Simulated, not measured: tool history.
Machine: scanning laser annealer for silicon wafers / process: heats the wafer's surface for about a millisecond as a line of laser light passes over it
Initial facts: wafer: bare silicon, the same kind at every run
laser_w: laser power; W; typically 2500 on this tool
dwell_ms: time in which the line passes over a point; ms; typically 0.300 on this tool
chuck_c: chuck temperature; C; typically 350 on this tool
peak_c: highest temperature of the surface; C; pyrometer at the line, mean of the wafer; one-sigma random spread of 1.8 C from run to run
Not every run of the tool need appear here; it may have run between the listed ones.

run	hour	laser_w	dwell_ms	chuck_c	peak_c
1	0.0	2500	0.300	350	1034
2	9.9	2500	0.300	325	1009
3	21.3	2500	0.300	325	1008
4	41.6	2500	0.300	350	1030
5	60.3	2500	0.300	350	1027
6	71.8	2500	0.300	350	1034
7	84.0	2500	0.256	350	972
8	99.1	2500	0.256	350	974
9	117.8	2500	0.256	350	969
10	130.1	2500	0.256	350	972
11	139.7	2500	0.256	350	970
12	159.0	2500	0.300	350	1022
13	172.4	2500	0.300	350	1016
14	183.3	2500	0.300	350	1020
# hour 195.6: window over the wafer cleaned
15	200.6	2500	0.300	350	1049
16	211.4	2500	0.300	350	1047
17	225.5	2500	0.300	350	1047
18	237.2	2413	0.300	375	1042
19	258.7	2413	0.300	375	1042
20	268.1	2638	0.306	361	1102
21	278.6	2598	0.359	313	1105
22	298.8	2598	0.359	313	1099
23	316.6	2598	0.359	313	1104
24	331.5	2280	0.376	382	1081
25	349.1	2712	0.229	389	1040
26	371.1	2544	0.300	341	1040
27	393.0	2544	0.300	341	1038
28	411.5	2678	0.294	381	1105
29	429.3	2387	0.244	342	924
30	438.7	2310	0.360	373	1059
31	458.1	2160	0.357	351	983
32	479.1	2664	0.236	327	963
33	499.8	2495	0.236	319	911
34	513.9	2495	0.236	319	911

Alternative continuations, all from the tool just after run 34; predict every row:
A	527.3	2717	0.291	317	?
B	527.3	2628	0.230	319	?
C	527.3	2500	0.363	352	?
D	527.3	2495	0.258	319	?

run	peak_c
A	1042
B	937
C	1095
D	938
With the hidden condition removed and each run's random variation left untouched, the same runs would have given:
run	peak_c
A	1082
B	971
C	1136
D	972

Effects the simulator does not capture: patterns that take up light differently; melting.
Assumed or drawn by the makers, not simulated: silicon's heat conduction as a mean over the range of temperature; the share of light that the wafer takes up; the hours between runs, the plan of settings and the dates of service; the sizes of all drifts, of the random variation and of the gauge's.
